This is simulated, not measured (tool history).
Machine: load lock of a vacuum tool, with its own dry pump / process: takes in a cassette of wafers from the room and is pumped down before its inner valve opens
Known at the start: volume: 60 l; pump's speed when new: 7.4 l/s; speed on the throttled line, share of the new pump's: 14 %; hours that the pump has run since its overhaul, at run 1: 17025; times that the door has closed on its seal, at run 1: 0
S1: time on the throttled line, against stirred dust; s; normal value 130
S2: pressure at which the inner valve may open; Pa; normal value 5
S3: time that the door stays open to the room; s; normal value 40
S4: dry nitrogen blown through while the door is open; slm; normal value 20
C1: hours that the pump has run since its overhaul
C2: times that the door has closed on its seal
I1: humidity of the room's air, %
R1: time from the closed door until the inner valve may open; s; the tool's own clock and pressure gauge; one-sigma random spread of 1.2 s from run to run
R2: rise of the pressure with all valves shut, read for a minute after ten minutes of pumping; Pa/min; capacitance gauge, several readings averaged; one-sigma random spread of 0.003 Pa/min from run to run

{"run": 1, "hour": 0.0, "S1": 130, "S2": 5, "S3": 40, "S4": 20, "C1": 17025, "C2": 0, "I1": 47.3, "R1": 194, "R2": 0.028}
{"run": 2, "hour": 426.7, "S1": 130, "S2": 5, "S3": 40, "S4": 20, "C1": 17451, "C2": 1450, "I1": 43.6, "R1": 194.5, "R2": 0.03}
{"run": 3, "hour": 811.4, "S1": 130, "S2": 5, "S3": 40, "S4": 20, "C1": 17836, "C2": 2758, "I1": 42.9, "R1": 192.4, "R2": 0.027}
{"run": 4, "hour": 1281.4, "S1": 130, "S2": 5, "S3": 40, "S4": 20, "C1": 18306, "C2": 4355, "I1": 43.7, "R1": 192.5, "R2": 0.025}
{"run": 5, "hour": 1643.6, "S1": 130, "S2": 5, "S3": 40, "S4": 20, "C1": 18668, "C2": 5586, "I1": 45.1, "R1": 192.3, "R2": 0.027}
{"run": 6, "hour": 2105.2, "S1": 130, "S2": 5, "S3": 40, "S4": 20, "C1": 19130, "C2": 7155, "I1": 48.7, "R1": 191.1, "R2": 0.03}
{"run": 7, "hour": 2537.9, "S1": 130, "S2": 7, "S3": 40, "S4": 20, "C1": 19563, "C2": 8625, "I1": 43.1, "R1": 189.4, "R2": 0.03}
{"run": 8, "hour": 2770.5, "S1": 130, "S2": 7, "S3": 40, "S4": 20, "C1": 19795, "C2": 9416, "I1": 42.9, "R1": 191.9, "R2": 0.024}
{"run": 9, "hour": 3056.1, "S1": 115, "S2": 5, "S3": 40, "S4": 20, "C1": 20081, "C2": 10387, "I1": 46.1, "R1": 181.2, "R2": 0.03}
{"hour": 3427.4, "done": "dry pump taken out, an overhauled one fitted"}
{"run": 10, "hour": 3429.6, "S1": 115, "S2": 5, "S3": 40, "S4": 20, "C1": 2, "C2": 11635, "I1": 47.6, "R1": 180.4, "R2": 0.03}
{"run": 11, "hour": 3797.2, "S1": 115, "S2": 5, "S3": 40, "S4": 20, "C1": 370, "C2": 12885, "I1": 44.1, "R1": 180.5, "R2": 0.023}
{"run": 12, "hour": 4266.0, "S1": 115, "S2": 5, "S3": 40, "S4": 10, "C1": 839, "C2": 14478, "I1": 46.2, "R1": 180.2, "R2": 0.034}
{"run": 13, "hour": 4746.4, "S1": 115, "S2": 5, "S3": 40, "S4": 10, "C1": 1319, "C2": 16110, "I1": 45.2, "R1": 179.9, "R2": 0.045}
{"run": 14, "hour": 5119.6, "S1": 130, "S2": 4, "S3": 86, "S4": 21, "C1": 1692, "C2": 17379, "I1": 44.7, "R1": 196.5, "R2": 0.035}
{"run": 15, "hour": 5429.9, "S1": 130, "S2": 4, "S3": 86, "S4": 21, "C1": 2003, "C2": 18433, "I1": 47.9, "R1": 195.9, "R2": 0.037}
{"run": 16, "hour": 5848.8, "S1": 158, "S2": 4, "S3": 80, "S4": 30, "C1": 2421, "C2": 19857, "I1": 45.7, "R1": 220.1, "R2": 0.029}
{"run": 17, "hour": 6080.7, "S1": 130, "S2": 7, "S3": 88, "S4": 20, "C1": 2653, "C2": 20645, "I1": 45.1, "R1": 189.8, "R2": 0.039}
{"run": 18, "hour": 6397.9, "S1": 130, "S2": 10, "S3": 40, "S4": 20, "C1": 2971, "C2": 21723, "I1": 43.8, "R1": 187.1, "R2": 0.028}
{"run": 19, "hour": 6691.3, "S1": 113, "S2": 10, "S3": 101, "S4": 31, "C1": 3264, "C2": 22720, "I1": 44.4, "R1": 174.3, "R2": 0.028}
{"run": 20, "hour": 7158.3, "S1": 72, "S2": 5, "S3": 146, "S4": 6, "C1": 3731, "C2": 24307, "I1": 50.6, "R1": 144, "R2": 0.093}
{"run": 21, "hour": 7691.7, "S1": 130, "S2": 5, "S3": 103, "S4": 17, "C1": 4264, "C2": 26120, "I1": 45.1, "R1": 191, "R2": 0.044}

Consider 3 possible next runs. They are alternatives, not a sequence: every one starts from the tool as it was left by run 21. What does each give?
{"run": "A", "hour": 8128.6, "S1": 72, "S2": 7, "S3": 40, "S4": 5, "C1": 4701, "C2": 27605, "I1": 44.7, "R1": "?", "R2": "?"}
{"run": "B", "hour": 8128.6, "S1": 97, "S2": 5, "S3": 111, "S4": 20, "C1": 4701, "C2": 27605, "I1": 41.6, "R1": "?", "R2": "?"}
{"run": "C", "hour": 8128.6, "S1": 184, "S2": 5, "S3": 186, "S4": 14, "C1": 4701, "C2": 27605, "I1": 43.9, "R1": "?", "R2": "?"}

run=A R1=141.5 R2=0.051
run=B R1=165.8 R2=0.038
run=C R1=240.2 R2=0.059
Without the tool's hidden state the same runs would have given:
run=A R1=141.5 R2=0.051
run=B R1=165.8 R2=0.038
run=C R1=240.2 R2=0.058
